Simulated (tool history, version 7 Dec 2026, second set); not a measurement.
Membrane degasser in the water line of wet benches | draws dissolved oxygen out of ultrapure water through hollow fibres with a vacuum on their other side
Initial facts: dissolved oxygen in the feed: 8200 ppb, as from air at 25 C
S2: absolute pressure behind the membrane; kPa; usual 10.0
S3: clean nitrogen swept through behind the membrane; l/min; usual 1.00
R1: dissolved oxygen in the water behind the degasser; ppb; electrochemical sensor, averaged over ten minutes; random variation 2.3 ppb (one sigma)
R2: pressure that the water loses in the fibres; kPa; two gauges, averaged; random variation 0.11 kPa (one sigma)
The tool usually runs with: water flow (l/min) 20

Run 1, hour 0.0: usual settings. Result: R1 413.8 ppb, R2 27.57 kPa.
Run 2, hour 116.6: usual settings. Result: R1 409.2 ppb, R2 27.63 kPa.
Run 3, hour 204.0: usual settings. Result: R1 414.6 ppb, R2 27.95 kPa.
Run 4, hour 275.1: usual settings. Result: R1 411.8 ppb, R2 27.72 kPa.
Run 5, hour 423.0: usual settings but S2 21.8 kPa. Result: R1 863.2 ppb, R2 27.81 kPa.
Run 6, hour 559.1: usual settings but S2 21.8 kPa. Result: R1 877.8 ppb, R2 27.68 kPa.
Run 7, hour 656.4: usual settings but S2 21.8 kPa. Result: R1 864.1 ppb, R2 27.69 kPa.
Run 8, hour 747.7: usual settings. Result: R1 416.8 ppb, R2 27.95 kPa.
Run 9, hour 859.2: usual settings but S2 13.6 kPa. Result: R1 563.7 ppb, R2 27.85 kPa.
Run 10, hour 927.4: usual settings but S2 13.6 kPa. Result: R1 554.9 ppb, R2 27.84 kPa.
Run 11, hour 1058.8: usual settings but S2 11.7 kPa, S3 1.47 l/min. Result: R1 383.7 ppb, R2 27.88 kPa.
Run 12, hour 1164.9: usual settings but S2 11.7 kPa, S3 1.47 l/min. Result: R1 380.7 ppb, R2 27.66 kPa.
Run 13, hour 1308.6: usual settings but water flow (l/min) 29, S2 22.4 kPa, S3 1.47 l/min. Result: R1 995.1 ppb, R2 40.54 kPa.

Expected results for the next run?
Run 14, hour 1403.1: usual settings but water flow (l/min) 29, S2 8.6 kPa, S3 1.47 l/min. Result: R1 ?, R2 ?.

Run 14 came out at R1 490.0 ppb, R2 40.27 kPa.
Minus the tool's unlogged condition, the same run would have read R1 462.6 ppb, R2 39.13 kPa.

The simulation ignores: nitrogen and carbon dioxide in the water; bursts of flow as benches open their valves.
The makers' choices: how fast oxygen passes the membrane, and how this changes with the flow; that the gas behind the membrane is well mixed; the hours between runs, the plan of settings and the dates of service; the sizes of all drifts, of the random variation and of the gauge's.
